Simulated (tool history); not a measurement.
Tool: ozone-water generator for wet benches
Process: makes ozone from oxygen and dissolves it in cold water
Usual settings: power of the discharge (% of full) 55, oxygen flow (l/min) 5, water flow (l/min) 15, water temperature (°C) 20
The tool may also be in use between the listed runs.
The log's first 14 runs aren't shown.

run      day  power of the discharge (% of full)  oxygen flow (l/min)  water flow (l/min)  water temperature (°C)  hours of work since the electrodes were changed  hours of work since the contactor was cleaned  hours of work since the thermometer was calibrated  dissolved ozone (ppm)  ozone in the gas ahead of the water (g/m3)
      87.854  -- water thermometer calibrated
 15   88.067                                  55                 3.58                  15                      20                                             2567                                           6897                                                   4                     18                                         181
 16   94.371                                  55                 3.58                  15                      20                                             2691                                           7021                                                 128                   18.1                                       179.6
 17   98.438                                  55                 3.58                  15                      20                                             2771                                           7101                                                 208                   18.1                                       180.5
 18  105.008                                  51                 4.13                  15                      20                                             2901                                           7230                                                 337                   16.7                                       155.9
 19  110.388                                  51                 6.79                  14                      20                                             3006                                           7336                                                 443                   16.2                                       115.9
 20  116.196                                  91                    5                  15                      25                                             3121                                           7451                                                 558                   20.7                                       192.1
 21  124.279                                  71                 2.66                  23                      20                                             3280                                           7610                                                 717                   14.1                                       245.2
 22  129.738                                  74                    5                  23                      14                                             3387                                           7717                                                 824                   15.8                                       170.7
 23  137.446                                  55                    5                  21                      15                                             3539                                           7869                                                 976                   14.3                                       141.5
 24   144.95                                  55                    5                  21                      15                                             3686                                           8016                                                1123                   14.1                                       141.1
 25  150.667                                  66                 4.96                  16                      17                                             3799                                           8129                                                1236                   18.7                                       157.2
 26    157.4                                  66                 4.96                  16                      17                                             3931                                           8261                                                1368                   18.7                                       156.9
 27    163.3                                  66                 4.96                  16                      17                                             4047                                           8377                                                1484                   18.6                                       158.2
 28  168.796                                  45                 2.91                  15                      20                                             4156                                           8485                                                1593                   15.5                                       178.6
 29      173                                  45                 2.91                  15                      20                                             4238                                           8568                                                1675                   15.7                                       177.3
 30  176.758                                  53                 6.05                  23                      20                                             4312                                           8642                                                1749                   11.9                                       123.1
 31  181.717                                  42                 8.23                  15                      17                                             4410                                           8740                                                1847                   13.5                                        88.3
 32  188.079                                  42                 8.23                  15                      17                                             4535                                           8865                                                1972                   13.4                                        87.7
 33  194.517                                  42                 8.23                  15                      17                                             4662                                           8991                                                2099                   13.5                                        89.8
 34  200.517                                  88                 8.23                  15                      17                                             4780                                           9110                                                2217                   20.3                                       131.8

3 ways to go on from here, each from the tool as it stands after run 34. What would each give?
  A  206.967                                  55                    5                  14                      20                                             4907                                           9236                                                2343                      ?                                           ?
  B  206.967                                  55                 5.82                  15                      20                                             4907                                           9236                                                2343                      ?                                           ?
  C  206.967                                  88                 7.84                  15                      17                                             4907                                           9236                                                2343                      ?                                           ?

run  dissolved ozone (ppm)  ozone in the gas ahead of the water (g/m3)
  A                     17                                       139.5
  B                   15.8                                       126.6
  C                   20.5                                       134.5
Without the tool's hidden state the same runs would have given:
run  dissolved ozone (ppm)  ozone in the gas ahead of the water (g/m3)
  A                     20                                       155.4
  B                   18.7                                       140.9
  C                     25                                       154.9
